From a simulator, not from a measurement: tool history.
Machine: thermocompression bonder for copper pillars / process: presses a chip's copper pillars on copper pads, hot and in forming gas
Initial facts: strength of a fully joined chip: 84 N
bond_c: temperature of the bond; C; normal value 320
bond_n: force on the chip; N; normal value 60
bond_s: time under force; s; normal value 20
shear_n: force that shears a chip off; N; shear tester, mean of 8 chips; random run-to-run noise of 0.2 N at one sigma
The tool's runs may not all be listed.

run   hour  bond_c  bond_n  bond_s  shear_n
  1      0     320      60      20     33.2
  2   10.8     320      60      20     32.7
  3   19.6     320      60      20     32.5
  4   26.6     320      39      20     20.2
  5   35.5     320      54      20     29.3
  6   46.1     320      54      20     29.1
  7   56.4     320      54      20     29.4
  8     67     320      54      23     30.6
      68.9  -- force cell calibrated
  9   73.2     320      49      21     26.4
 10   80.6     320      60      17     30.6
 11   89.3     320      66      58     51.1
 12   95.7     339      78      36     58.4
 13    105     323      68      42     48.2
 14  111.1     323      68      42     48.7
 15  116.5     346      88      20     57.5

Branching from run 15: 5 alternative next runs. What would each branch give?
     127.2  -- force cell calibrated, once more
  A  127.7     342      50      28        ?
     127.2  -- force cell calibrated, once more
  B  127.7     347      45      20        ?
     127.2  -- force cell calibrated, once more
  C  127.7     300      86      20        ?
     127.2  -- force cell calibrated, once more
  D  127.7     303      88      37        ?
     127.2  -- force cell calibrated, once more
  E  127.7     320      58      20        ?

run  shear_n
  A     38.7
  B     31.9
  C     38.4
  D     49.6
  E     31.6
What these runs would have given with no unlogged condition in the tool:
run  shear_n
  A     39.1
  B     32.2
  C     38.7
  D     50.2
  E     31.8

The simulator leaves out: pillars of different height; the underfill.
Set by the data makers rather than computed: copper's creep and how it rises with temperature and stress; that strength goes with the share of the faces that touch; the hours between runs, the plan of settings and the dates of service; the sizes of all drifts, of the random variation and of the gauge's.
